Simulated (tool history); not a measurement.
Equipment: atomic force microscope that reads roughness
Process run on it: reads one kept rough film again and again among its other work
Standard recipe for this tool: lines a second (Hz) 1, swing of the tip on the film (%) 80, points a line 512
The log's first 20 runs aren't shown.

run	day	lines a second (Hz)	swing of the tip on the film (%)	points a line	pictures with this tip	hours of work since the height scale was calibrated	roughness of the kept film (nm (root mean square))
21	16.196	1.63	71	512	39	334	3.866
22	17.196	1.63	71	512	76	347	3.713
23	18.2	1.63	71	512	114	361	3.524
24	19.183	1.49	78	501	151	374	3.306
# day 19.738: new tip fitted
25	19.917	0.51	80	512	6	383	4.212
26	20.629	0.51	75	512	33	393	4.118
27	21.625	3.93	80	512	71	406	2.924
28	22.388	0.91	79	478	99	417	3.655
29	23.304	3.01	86	515	134	429	2.695
30	23.867	3.01	86	515	155	436	2.631
# day 24.417: new tip fitted
31	24.45	3.01	86	515	1	444	3.162
32	24.912	0.69	80	302	19	450	4.06
33	25.596	0.69	80	302	44	459	3.965

Below are 3 alternative next runs, each starting from the tool's condition after run 33. Predict each:
A	26.596	2.09	68	376	82	473	?
B	26.596	1.16	80	302	82	473	?
C	26.596	0.69	65	302	82	473	?

run	roughness of the kept film (nm (root mean square))
A	3.7
B	3.639
C	3.953
Take away the tool's hidden state, keep each run's random variation, and the runs would have read:
run	roughness of the kept film (nm (root mean square))
A	4.043
B	3.977
C	4.32

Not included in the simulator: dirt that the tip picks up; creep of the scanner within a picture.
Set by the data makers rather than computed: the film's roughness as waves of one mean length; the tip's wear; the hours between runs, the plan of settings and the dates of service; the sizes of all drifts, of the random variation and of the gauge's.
